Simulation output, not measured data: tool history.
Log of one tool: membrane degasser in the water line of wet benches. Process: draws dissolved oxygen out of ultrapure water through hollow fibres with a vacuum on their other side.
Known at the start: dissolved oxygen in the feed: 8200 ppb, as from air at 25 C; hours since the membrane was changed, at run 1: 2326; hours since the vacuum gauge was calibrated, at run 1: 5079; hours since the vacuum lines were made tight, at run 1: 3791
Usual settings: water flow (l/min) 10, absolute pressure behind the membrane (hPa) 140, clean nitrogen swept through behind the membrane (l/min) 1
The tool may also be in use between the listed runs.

run,hour,water flow (l/min),absolute pressure behind the membrane (hPa),clean nitrogen swept through behind the membrane (l/min),hours since the membrane was changed,hours since the vacuum gauge was calibrated,hours since the vacuum lines were made tight,dissolved oxygen in the water behind the degasser (ppb),pressure that the water loses in the fibres (hPa)
1,0,10,140,1,2326,5079,3791,333.6,643.6
2,92.3,10,330,1,2419,5171,3884,743.4,645.3
3,221,10,161,1,2547,5300,4012,380.4,649.2
# hour 356.4: seals of the vacuum lines changed
4,386.7,10,140,1,2711,5463,30,321.1,647.5
5,460.1,10,140,1,2785,5537,104,320.8,647.4
6,580.1,7,84,0.57,2905,5657,224,167.3,456.2
7,666.7,8,90,1.26,2991,5743,310,118.2,518.6
8,758.2,8,90,1.26,3083,5835,402,121.8,521.5
9,910.5,6,140,1,3235,5987,554,164.6,387.8
10,1077.3,6,140,1,3402,6154,721,167,390.7

Forecast each of these 5 alternatives for the next run:
A,1237.7,6,140,2.67,3562,6314,881,?,?
B,1237.7,7,140,1,3562,6314,881,?,?
C,1237.7,8,137,1.65,3562,6314,881,?,?
D,1237.7,6,140,2.23,3562,6314,881,?,?
E,1237.7,6,283,0.58,3562,6314,881,?,?

run,dissolved oxygen in the water behind the degasser (ppb),pressure that the water loses in the fibres (hPa)
A,68.8,388.2
B,201.1,452.7
C,156.2,525.7
D,82.5,392.6
E,593.7,389.8
Without the tool's hidden state the same runs would have given:
run,dissolved oxygen in the water behind the degasser (ppb),pressure that the water loses in the fibres (hPa)
A,65.6,378.8
B,193.7,441.8
C,149,513.2
D,78.9,383.2
E,580.5,380.5
